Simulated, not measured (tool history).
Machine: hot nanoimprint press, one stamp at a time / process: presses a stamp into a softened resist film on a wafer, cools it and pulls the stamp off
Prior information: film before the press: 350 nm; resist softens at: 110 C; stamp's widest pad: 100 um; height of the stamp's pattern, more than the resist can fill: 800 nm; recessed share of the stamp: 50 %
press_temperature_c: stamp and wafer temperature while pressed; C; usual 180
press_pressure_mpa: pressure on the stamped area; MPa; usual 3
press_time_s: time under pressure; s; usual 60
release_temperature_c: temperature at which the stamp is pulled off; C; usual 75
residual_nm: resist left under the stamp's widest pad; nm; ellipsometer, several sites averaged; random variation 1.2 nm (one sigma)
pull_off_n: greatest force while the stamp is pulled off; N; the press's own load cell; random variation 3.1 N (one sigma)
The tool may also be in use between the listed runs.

run    day  press_temperature_c  press_pressure_mpa  press_time_s  release_temperature_c  residual_nm  pull_off_n
  1      0                  180                   3            60                     75        185.9         213
  2  0.221                  180                   3            60                     75        185.4         215
  3  0.475                  180                   3            60                     75        187.9         217
  4  0.708                  180                   3            60                     75        185.7         211
  5  1.096                  180                   3            60                     75        184.5         210
  6  1.321                  180                3.65            60                     75        167.2         204
  7  1.508                  180                3.65            60                     75        169.2         215
  8  1.692                  180                3.65            60                     75        168.9         206
  9  1.979                  180                3.65            60                     75        170.3         220
 10  2.333                  174                3.07            57                     76        215.8         200
 11  2.583                  180                1.98            55                     81        228.1         184
 12  2.975                  180                1.98            55                     81        223.9         183
 13    3.3                  180                1.98            55                     81        227.4         195
 14  3.625                  173                2.68            55                     81        235.5         189
 15   3.85                  173                2.68            55                     81        234.8         190
 16  4.167                  173                2.03            31                     81        288.9         191

Below are 5 alternative next runs, each starting from the tool's condition after run 16. Predict each:
  A  4.45                  180                   3            74                     78            ?           ?
  B  4.45                  173                2.24            31                     81            ?           ?
  C  4.45                  180                3.72            31                     79            ?           ?
  D  4.45                  180                4.69            60                     75            ?           ?
  E  4.45                  173                3.36            78                     64            ?           ?

run  residual_nm  pull_off_n
  A        171.8         206
  B        280.5         193
  C          209         209
  D        150.1         227
  E        195.6         282
Had the tool no hidden state, the same runs would have come out as:
run  residual_nm  pull_off_n
  A        167.7         136
  B        276.9         127
  C        204.5         138
  D          146         150
  E        190.8         186
